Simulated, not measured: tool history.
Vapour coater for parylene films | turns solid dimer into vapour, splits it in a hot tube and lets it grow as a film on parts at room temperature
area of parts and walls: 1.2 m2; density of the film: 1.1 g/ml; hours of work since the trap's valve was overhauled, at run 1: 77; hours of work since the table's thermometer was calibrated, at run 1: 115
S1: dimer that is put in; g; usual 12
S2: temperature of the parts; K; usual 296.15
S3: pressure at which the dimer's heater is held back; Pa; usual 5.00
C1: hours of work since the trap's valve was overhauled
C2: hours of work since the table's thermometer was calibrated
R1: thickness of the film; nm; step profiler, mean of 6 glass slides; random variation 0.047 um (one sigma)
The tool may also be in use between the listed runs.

| run | hour | S1 | S2 | S3 | C1 | C2 | R1 |
|---|---|---|---|---|---|---|---|
| 1 | 0.0 | 12 | 296.15 | 5.00 | 77 | 115 | 5320 |
| 2 | 57.3 | 12 | 296.15 | 5.00 | 105 | 143 | 5240 |
| 3 | 105.9 | 12 | 304.15 | 5.00 | 129 | 166 | 4700 |
| 4 | 169.4 | 12 | 296.15 | 3.11 | 160 | 198 | 5670 |
| 5 | 238.6 | 12 | 296.15 | 3.11 | 194 | 231 | 5650 |
| 6 | 269.5 | 8 | 296.15 | 5.00 | 209 | 247 | 3500 |
| 7 | 315.6 | 8 | 296.15 | 5.00 | 232 | 269 | 3540 |
| 8 | 354.7 | 12 | 296.15 | 5.00 | 251 | 288 | 5300 |
| 9 | 420.6 | 6 | 296.15 | 5.00 | 283 | 321 | 2640 |
| 10 | 448.7 | 17 | 296.15 | 8.72 | 297 | 334 | 6950 |
| 11 | 481.1 | 15 | 296.15 | 5.00 | 313 | 350 | 6660 |
| 12 | 512.9 | 17 | 298.15 | 8.06 | 328 | 366 | 6770 |
| 13 | 550.0 | 12 | 300.15 | 6.47 | 347 | 384 | 4790 |
| 14 | 589.0 | 5 | 302.15 | 6.86 | 366 | 403 | 1890 |
| 15 | 618.8 | 5 | 302.15 | 6.86 | 380 | 418 | 1880 |
| 16 | 651.6 | 19 | 299.15 | 2.80 | 396 | 434 | 8760 |

4 ways to go on from here, each from the tool as it stands after run 16. What would each give?
| A | 681.4 | 7 | 289.15 | 2.80 | 411 | 448 | ? |
| B | 681.4 | 12 | 294.15 | 3.73 | 411 | 448 | ? |
| C | 681.4 | 19 | 292.15 | 11.85 | 411 | 448 | ? |
| D | 681.4 | 13 | 302.15 | 5.00 | 411 | 448 | ? |

| run | R1 |
|---|---|
| A | 3780 |
| B | 5670 |
| C | 7940 |
| D | 5190 |
Without the tool's hidden state the same runs would have given:
| run | R1 |
|---|---|
| A | 3810 |
| B | 5710 |
| C | 7990 |
| D | 5230 |
